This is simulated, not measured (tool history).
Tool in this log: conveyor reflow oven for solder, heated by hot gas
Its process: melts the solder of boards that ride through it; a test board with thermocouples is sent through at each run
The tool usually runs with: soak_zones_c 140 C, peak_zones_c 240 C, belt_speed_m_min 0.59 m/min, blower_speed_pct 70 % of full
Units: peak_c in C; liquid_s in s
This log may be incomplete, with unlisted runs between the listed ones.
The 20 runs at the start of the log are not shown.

| run | hour | soak_zones_c | peak_zones_c | belt_speed_m_min | blower_speed_pct | peak_c | liquid_s |
|---|---|---|---|---|---|---|---|
| 21 | 458.2 | 150 | 228 | 0.59 | 60 | 203.6 | 37 |
| 22 | 471.4 | 153 | 254 | 0.582 | 69 | 228.5 | 57.4 |
|  | 491.1 | flux residue cleaned out of gas plates and filters |
| 23 | 493.1 | 129 | 240 | 0.702 | 70 | 207.3 | 29.1 |
| 24 | 514.5 | 129 | 240 | 0.702 | 70 | 207.1 | 29 |
| 25 | 532.9 | 138 | 233 | 0.494 | 70 | 216.7 | 55.2 |
| 26 | 547.8 | 139 | 252 | 0.565 | 79 | 231.4 | 56.3 |
| 27 | 574.1 | 140 | 253 | 0.59 | 74 | 229.2 | 52.9 |
| 28 | 591 | 149 | 254 | 0.59 | 74 | 231.3 | 56.6 |
| 29 | 607.6 | 149 | 254 | 0.59 | 74 | 231.3 | 57 |
| 30 | 628.7 | 153 | 240 | 0.59 | 70 | 219.5 | 51.9 |

Forecast each of these 4 alternatives for the next run:
| A | 647.9 | 153 | 251 | 0.59 | 59 | ? | ? |
| B | 647.9 | 139 | 237 | 0.614 | 70 | ? | ? |
| C | 647.9 | 154 | 240 | 0.59 | 66 | ? | ? |
| D | 647.9 | 153 | 254 | 0.522 | 70 | ? | ? |

| run | peak_c | liquid_s |
|---|---|---|
| A | 222.9 | 53.5 |
| B | 211.6 | 40 |
| C | 218.2 | 51.1 |
| D | 234.3 | 66.9 |
Take away the tool's hidden state, keep each run's random variation, and the runs would have read:
| run | peak_c | liquid_s |
|---|---|---|
| A | 224.4 | 53.3 |
| B | 213.4 | 40.7 |
| C | 219.8 | 51.2 |
| D | 236 | 66.4 |

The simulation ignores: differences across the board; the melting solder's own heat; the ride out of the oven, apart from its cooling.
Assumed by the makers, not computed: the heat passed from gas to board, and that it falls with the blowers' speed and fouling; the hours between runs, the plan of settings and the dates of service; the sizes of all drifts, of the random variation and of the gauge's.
